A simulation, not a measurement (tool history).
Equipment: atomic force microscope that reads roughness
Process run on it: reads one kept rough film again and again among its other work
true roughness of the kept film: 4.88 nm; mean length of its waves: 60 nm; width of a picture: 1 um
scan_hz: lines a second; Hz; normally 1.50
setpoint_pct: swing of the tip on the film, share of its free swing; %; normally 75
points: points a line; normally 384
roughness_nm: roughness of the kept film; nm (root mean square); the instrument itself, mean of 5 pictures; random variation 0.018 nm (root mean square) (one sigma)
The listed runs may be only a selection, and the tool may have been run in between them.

run    hour  scan_hz  setpoint_pct  points  roughness_nm
  1     0.0     1.50            75     384         4.092
       26.1  -- new tip fitted
  2    66.7     1.50            75     384         4.123
      109.3  -- new tip fitted
  3   119.5     1.50            78     384         4.167
  4   186.2     1.50            78     384         3.906
      191.0  -- new tip fitted
  5   221.7     1.50            75     373         4.181
      270.7  -- new tip fitted
  6   300.0     0.71            75     373         4.246
  7   335.6     1.50            75     257         3.971
      352.0  -- new tip fitted
  8   397.2     1.50            75     257         4.088
      437.0  -- new tip fitted
  9   450.2     1.50            75     384         4.238
 10   503.4     1.50            75     384         4.025
      516.5  -- new tip fitted
 11   586.1     1.50            75     384         4.002
      599.2  -- new tip fitted
 12   669.2     3.73            62     407         3.920
      681.4  -- new tip fitted
 13   736.6     1.68            64     561         4.135
      766.3  -- new tip fitted
 14   791.6     1.68            59     561         4.347
      799.5  -- height scale calibrated on a step standard
      849.7  -- new tip fitted
 15   849.7     2.09            66     561         4.307
 16   901.2     2.09            70     561         4.039
      927.4  -- new tip fitted
 17   950.5     2.09            70     561         4.102
 18   991.9     2.09            70     561         4.004
     1012.2  -- new tip fitted
 19  1073.9     1.53            64     384         4.184
     1092.8  -- new tip fitted
     1125.6  -- height scale calibrated on a step standard, once more
 20  1156.6     1.21            81     336         3.995

Each run again, without the hidden state but with its own random variation kept:
Hidden state at play: radius of the tip, nm; height scale over the true one, %; drift of the gauge itself on roughness_nm, %.
run  roughness_nm
  1         4.313
  2         4.273
  3         4.240
  4         4.225
  5         4.304
  6         4.412
  7         4.265
  8         4.275
  9         4.309
 10         4.296
 11         4.275
 12         4.234
 13         4.403
 14         4.473
 15         4.344
 16         4.278
 17         4.255
 18         4.304
 19         4.452
 20         4.253
